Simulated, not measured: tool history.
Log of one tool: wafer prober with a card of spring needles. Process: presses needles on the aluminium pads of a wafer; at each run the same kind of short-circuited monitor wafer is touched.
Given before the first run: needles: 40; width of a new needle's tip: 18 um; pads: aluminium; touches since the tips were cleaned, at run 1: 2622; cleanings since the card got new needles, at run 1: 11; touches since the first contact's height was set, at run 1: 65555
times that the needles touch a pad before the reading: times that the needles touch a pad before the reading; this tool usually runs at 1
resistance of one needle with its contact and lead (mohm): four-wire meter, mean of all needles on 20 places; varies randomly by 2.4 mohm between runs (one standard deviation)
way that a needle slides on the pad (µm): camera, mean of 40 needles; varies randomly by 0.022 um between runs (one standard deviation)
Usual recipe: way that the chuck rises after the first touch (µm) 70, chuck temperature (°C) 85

run,hour,way that the chuck rises after the first touch (µm),chuck temperature (°C),times that the needles touch a pad before the reading,touches since the tips were cleaned,cleanings since the card got new needles,touches since the first contact's height was set,resistance of one needle with its contact and lead (mohm),way that a needle slides on the pad (µm)
1,0,70,85,1,2622,11,65555,268,19.09
# hour 5.8: tips cleaned on abrasive film
# hour 16.3: tips cleaned on abrasive film
# hour 27.1: tips cleaned on abrasive film
2,30.4,70,85,1,1737,14,81342,270,19.14
# hour 36.8: tips cleaned on abrasive film
3,46.1,70,85,1,4858,15,89469,268,19.11
# hour 48.5: tips cleaned on abrasive film
# hour 59.5: tips cleaned on abrasive film
4,67.1,70,85,1,3946,17,100365,264,19.11
# hour 69.1: tips cleaned on abrasive film
# hour 73.5: height of the first contact set anew
# hour 80.5: tips cleaned on abrasive film
# hour 91.2: tips cleaned on abrasive film
5,95.7,70,85,1,2334,20,11511,267,19.18
# hour 101.9: tips cleaned on abrasive film
# hour 113.5: tips cleaned on abrasive film
# hour 123.4: tips cleaned on abrasive film
6,123.4,70,56,1,0,23,25862,259,19.18
# hour 134.5: tips cleaned on abrasive film
7,140,70,56,1,2901,24,34530,260,19.19
# hour 144.8: tips cleaned on abrasive film
# hour 154.4: tips cleaned on abrasive film
8,159.9,82,85,1,2899,26,44847,265,22.53
# hour 164.6: tips cleaned on abrasive film
# hour 176.4: tips cleaned on abrasive film
# hour 187.1: tips cleaned on abrasive film
9,189.7,82,85,1,1403,29,60320,259,22.5
# hour 196.7: tips cleaned on abrasive film
# hour 207.5: tips cleaned on abrasive film
# hour 219.1: tips cleaned on abrasive film
10,227.2,82,85,1,4208,32,79768,263,22.56
# hour 229.6: tips cleaned on abrasive film
# hour 239.7: tips cleaned on abrasive film
11,243.6,82,85,1,2064,34,88285,263,22.52
# hour 250.4: tips cleaned on abrasive film
# hour 261.5: tips cleaned on abrasive film
# hour 271.8: tips cleaned on abrasive film
# hour 272.1: height of the first contact set anew
12,278.7,70,85,1,3480,37,3480,271,19.29
# hour 283: tips cleaned on abrasive film
# hour 293.8: tips cleaned on abrasive film
13,296.9,70,85,1,1624,39,12920,265,19.27
# hour 303.4: tips cleaned on abrasive film
# hour 314.2: tips cleaned on abrasive film
14,314.2,70,85,1,0,41,21874,269,19.26
# hour 324.1: tips cleaned on abrasive film
# hour 334.8: tips cleaned on abrasive film
# hour 346.5: tips cleaned on abrasive film
15,347.3,70,85,1,372,44,39016,265,19.29
# hour 356.6: tips cleaned on abrasive film
# hour 367.5: tips cleaned on abrasive film
16,372.8,62,56,1,2762,46,52272,258,17.1
# hour 377.5: tips cleaned on abrasive film
# hour 388.1: tips cleaned on abrasive film
17,388.1,51,59,2,0,48,60226,270,14.06
# hour 399.3: tips cleaned on abrasive film
# hour 409.9: tips cleaned on abrasive film
# hour 420.8: tips cleaned on abrasive film
18,421.8,65,97,2,524,51,77717,270,17.93
# hour 430.8: tips cleaned on abrasive film
# hour 440.9: tips cleaned on abrasive film
# hour 451.4: tips cleaned on abrasive film
19,456,55,97,2,2430,54,95464,278,15.2
# hour 461.5: tips cleaned on abrasive film
# hour 470.9: tips cleaned on abrasive film
# hour 471.2: height of the first contact set anew
# hour 482.6: tips cleaned on abrasive film
# hour 493.3: tips cleaned on abrasive film
20,494.4,55,97,2,546,58,12038,283,15.22
# hour 503.4: tips cleaned on abrasive film
# hour 513.4: tips cleaned on abrasive film
21,513.4,80,105,2,0,60,21883,272,22.17
# hour 524.5: tips cleaned on abrasive film
# hour 536.1: tips cleaned on abrasive film
22,536.6,78,46,3,287,62,33975,253,21.65
# hour 547.7: tips cleaned on abrasive film
# hour 558.1: tips cleaned on abrasive film
23,562.2,82,85,3,2159,64,47255,263,22.78
# hour 568.5: tips cleaned on abrasive film
24,577.5,82,66,3,4705,65,55217,261,22.77
# hour 579.9: tips cleaned on abrasive film
# hour 589.6: tips cleaned on abrasive film
# hour 600.6: tips cleaned on abrasive film
25,606.1,87,30,1,2882,68,70041,246,24.2
# hour 610.8: tips cleaned on abrasive film
# hour 621.9: tips cleaned on abrasive film
26,629.9,76,79,1,4197,70,82403,266,21.15
# hour 632.3: tips cleaned on abrasive film
# hour 643.2: tips cleaned on abrasive film
# hour 654.8: tips cleaned on abrasive film
# hour 665.7: tips cleaned on abrasive film
27,667,58,39,1,661,74,101634,259,16.15
# hour 669.6: height of the first contact set anew
# hour 677.4: tips cleaned on abrasive film
# hour 687.2: tips cleaned on abrasive film
28,688.8,71,40,2,843,76,9922,253,19.75
# hour 697.1: tips cleaned on abrasive film
# hour 707.9: tips cleaned on abrasive film
29,712.4,71,40,2,2362,78,22214,257,19.78

For each entry between runs, how does the tool's hidden state at the last listed run before it compare with that at the first listed run after it?
After run 1, before run 2: tips cleaned on abrasive film (hour 5.8); tips cleaned on abrasive film (hour 16.3); tips cleaned on abrasive film (hour 27.1)
  debris on the tips, nm: 0.3 -> 0.2; drift of the gauge itself on scrub_um, %: 0 -> 0.09
  the result without the hidden state subtracted from the measured one, way that a needle slides on the pad (µm): +0 -> +0.02
After run 2, before run 3: tips cleaned on abrasive film (hour 36.8)
  debris on the tips, nm: 0.2 -> 0.3; drift of the gauge itself on scrub_um, %: 0.09 -> 0.13
  the result without the hidden state subtracted from the measured one, way that a needle slides on the pad (µm): +0.02 -> +0.02
After run 3, before run 4: tips cleaned on abrasive film (hour 48.5); tips cleaned on abrasive film (hour 59.5)
  drift of the gauge itself on scrub_um, %: 0.13 -> 0.19
  the result without the hidden state subtracted from the measured one, way that a needle slides on the pad (µm): +0.02 -> +0.03
After run 4, before run 5: tips cleaned on abrasive film (hour 69.1); height of the first contact set anew (hour 73.5); tips cleaned on abrasive film (hour 80.5); tips cleaned on abrasive film (hour 91.2)
  debris on the tips, nm: 0.3 -> 0.2; drift of the gauge itself on scrub_um, %: 0.19 -> 0.27
  the result without the hidden state subtracted from the measured one, way that a needle slides on the pad (µm): +0.03 -> +0.05
After run 5, before run 6: tips cleaned on abrasive film (hour 101.9); tips cleaned on abrasive film (hour 113.5); tips cleaned on abrasive film (hour 123.4)
  debris on the tips, nm: 0.2 -> 0; drift of the gauge itself on scrub_um, %: 0.27 -> 0.35
  the result without the hidden state subtracted from the measured one, way that a needle slides on the pad (µm): +0.05 -> +0.07
After run 6, before run 7: tips cleaned on abrasive film (hour 134.5)
  debris on the tips, nm: 0 -> 0.3; drift of the gauge itself on scrub_um, %: 0.35 -> 0.4
  the result without the hidden state subtracted from the measured one, way that a needle slides on the pad (µm): +0.07 -> +0.08
After run 7, before run 8: tips cleaned on abrasive film (hour 144.8); tips cleaned on abrasive film (hour 154.4)
  drift of the gauge itself on scrub_um, %: 0.4 -> 0.45
  the result without the hidden state subtracted from the measured one, way that a needle slides on the pad (µm): +0.08 -> +0.1
After run 8, before run 9: tips cleaned on abrasive film (hour 164.6); tips cleaned on abrasive film (hour 176.4); tips cleaned on abrasive film (hour 187.1)
  debris on the tips, nm: 0.3 -> 0.2; drift of the gauge itself on scrub_um, %: 0.45 -> 0.54
  the result without the hidden state subtracted from the measured one, way that a needle slides on the pad (µm): +0.1 -> +0.12
After run 9, before run 10: tips cleaned on abrasive film (hour 196.7); tips cleaned on abrasive film (hour 207.5); tips cleaned on abrasive film (hour 219.1)
  debris on the tips, nm: 0.2 -> 0.3; drift of the gauge itself on scrub_um, %: 0.54 -> 0.64
  the result without the hidden state subtracted from the measured one, way that a needle slides on the pad (µm): +0.12 -> +0.14
After run 10, before run 11: tips cleaned on abrasive film (hour 229.6); tips cleaned on abrasive film (hour 239.7)
  debris on the tips, nm: 0.3 -> 0.2; drift of the gauge itself on scrub_um, %: 0.64 -> 0.69
  the result without the hidden state subtracted from the measured one, way that a needle slides on the pad (µm): +0.14 -> +0.16
After run 11, before run 12: tips cleaned on abrasive film (hour 250.4); tips cleaned on abrasive film (hour 261.5); tips cleaned on abrasive film (hour 271.8); height of the first contact set anew (hour 272.1)
  debris on the tips, nm: 0.2 -> 0.3; drift of the gauge itself on scrub_um, %: 0.69 -> 0.79
  the result without the hidden state subtracted from the measured one, way that a needle slides on the pad (µm): +0.16 -> +0.16
After run 12, before run 13: tips cleaned on abrasive film (hour 283); tips cleaned on abrasive film (hour 293.8)
  debris on the tips, nm: 0.3 -> 0.2; drift of the gauge itself on scrub_um, %: 0.79 -> 0.84
  the result without the hidden state subtracted from the measured one, way that a needle slides on the pad (µm): +0.16 -> +0.16
After run 13, before run 14: tips cleaned on abrasive film (hour 303.4); tips cleaned on abrasive film (hour 314.2)
  debris on the tips, nm: 0.2 -> 0; drift of the gauge itself on scrub_um, %: 0.84 -> 0.89
  the result without the hidden state subtracted from the measured one, way that a needle slides on the pad (µm): +0.16 -> +0.17
After run 14, before run 15: tips cleaned on abrasive film (hour 324.1); tips cleaned on abrasive film (hour 334.8); tips cleaned on abrasive film (hour 346.5)
  debris on the tips, nm: 0 -> 0.1; drift of the gauge itself on scrub_um, %: 0.89 -> 0.98
  the result without the hidden state subtracted from the measured one, way that a needle slides on the pad (µm): +0.17 -> +0.18
After run 15, before run 16: tips cleaned on abrasive film (hour 356.6); tips cleaned on abrasive film (hour 367.5)
  debris on the tips, nm: 0.1 -> 0.3; drift of the gauge itself on scrub_um, %: 0.98 -> 1.06
  the result without the hidden state subtracted from the measured one, way that a needle slides on the pad (µm): +0.18 -> +0.18
After run 16, before run 17: tips cleaned on abrasive film (hour 377.5); tips cleaned on abrasive film (hour 388.1)
  debris on the tips, nm: 0.3 -> 0; drift of the gauge itself on scrub_um, %: 1.06 -> 1.1
  the result without the hidden state subtracted from the measured one, way that a needle slides on the pad (µm): +0.18 -> +0.16
After run 17, before run 18: tips cleaned on abrasive film (hour 399.3); tips cleaned on abrasive film (hour 409.9); tips cleaned on abrasive film (hour 420.8)
  debris on the tips, nm: 0 -> 0.1; drift of the gauge itself on scrub_um, %: 1.1 -> 1.2
  the result without the hidden state subtracted from the measured one, way that a needle slides on the pad (µm): +0.16 -> +0.21
After run 18, before run 19: tips cleaned on abrasive film (hour 430.8); tips cleaned on abrasive film (hour 440.9); tips cleaned on abrasive film (hour 451.4)
  debris on the tips, nm: 0.1 -> 0.2; drift of the gauge itself on scrub_um, %: 1.2 -> 1.29
  the result without the hidden state subtracted from the measured one, way that a needle slides on the pad (µm): +0.21 -> +0.19
After run 19, before run 20: tips cleaned on abrasive film (hour 461.5); tips cleaned on abrasive film (hour 470.9); height of the first contact set anew (hour 471.2); tips cleaned on abrasive film (hour 482.6); tips cleaned on abrasive film (hour 493.3)
  debris on the tips, nm: 0.2 -> 0.1; drift of the gauge itself on scrub_um, %: 1.29 -> 1.4
  the result without the hidden state subtracted from the measured one, way that a needle slides on the pad (µm): +0.19 -> +0.21
After run 20, before run 21: tips cleaned on abrasive film (hour 503.4); tips cleaned on abrasive film (hour 513.4)
  debris on the tips, nm: 0.1 -> 0; drift of the gauge itself on scrub_um, %: 1.4 -> 1.46
  the result without the hidden state subtracted from the measured one, way that a needle slides on the pad (µm): +0.21 -> +0.32
After run 21, before run 22: tips cleaned on abrasive film (hour 524.5); tips cleaned on abrasive film (hour 536.1)
  debris on the tips, nm: 0 -> 0.1; drift of the gauge itself on scrub_um, %: 1.46 -> 1.52
  the result without the hidden state subtracted from the measured one, way that a needle slides on the pad (µm): +0.32 -> +0.33
After run 22, before run 23: tips cleaned on abrasive film (hour 547.7); tips cleaned on abrasive film (hour 558.1)
  debris on the tips, nm: 0.1 -> 0.2; drift of the gauge itself on scrub_um, %: 1.52 -> 1.59
  the result without the hidden state subtracted from the measured one, way that a needle slides on the pad (µm): +0.33 -> +0.36
After run 23, before run 24: tips cleaned on abrasive film (hour 568.5)
  debris on the tips, nm: 0.2 -> 0.3; drift of the gauge itself on scrub_um, %: 1.59 -> 1.64
  the result without the hidden state subtracted from the measured one, way that a needle slides on the pad (µm): +0.36 -> +0.36
After run 24, before run 25: tips cleaned on abrasive film (hour 579.9); tips cleaned on abrasive film (hour 589.6); tips cleaned on abrasive film (hour 600.6)
  debris on the tips, nm: 0.3 -> 0.2; drift of the gauge itself on scrub_um, %: 1.64 -> 1.72
  the result without the hidden state subtracted from the measured one, way that a needle slides on the pad (µm): +0.36 -> +0.41
After run 25, before run 26: tips cleaned on abrasive film (hour 610.8); tips cleaned on abrasive film (hour 621.9)
  debris on the tips, nm: 0.2 -> 0.3; drift of the gauge itself on scrub_um, %: 1.72 -> 1.79
  the result without the hidden state subtracted from the measured one, way that a needle slides on the pad (µm): +0.41 -> +0.37
After run 26, before run 27: tips cleaned on abrasive film (hour 632.3); tips cleaned on abrasive film (hour 643.2); tips cleaned on abrasive film (hour 654.8); tips cleaned on abrasive film (hour 665.7)
  debris on the tips, nm: 0.3 -> 0.1; drift of the gauge itself on scrub_um, %: 1.79 -> 1.89
  the result without the hidden state subtracted from the measured one, way that a needle slides on the pad (µm): +0.37 -> +0.3
After run 27, before run 28: height of the first contact set anew (hour 669.6); tips cleaned on abrasive film (hour 677.4); tips cleaned on abrasive film (hour 687.2)
  drift of the gauge itself on scrub_um, %: 1.89 -> 1.95
  the result without the hidden state subtracted from the measured one, way that a needle slides on the pad (µm): +0.3 -> +0.38
After run 28, before run 29: tips cleaned on abrasive film (hour 697.1); tips cleaned on abrasive film (hour 707.9)
  debris on the tips, nm: 0.1 -> 0.2; drift of the gauge itself on scrub_um, %: 1.95 -> 2.02
  the result without the hidden state subtracted from the measured one, way that a needle slides on the pad (µm): +0.38 -> +0.39
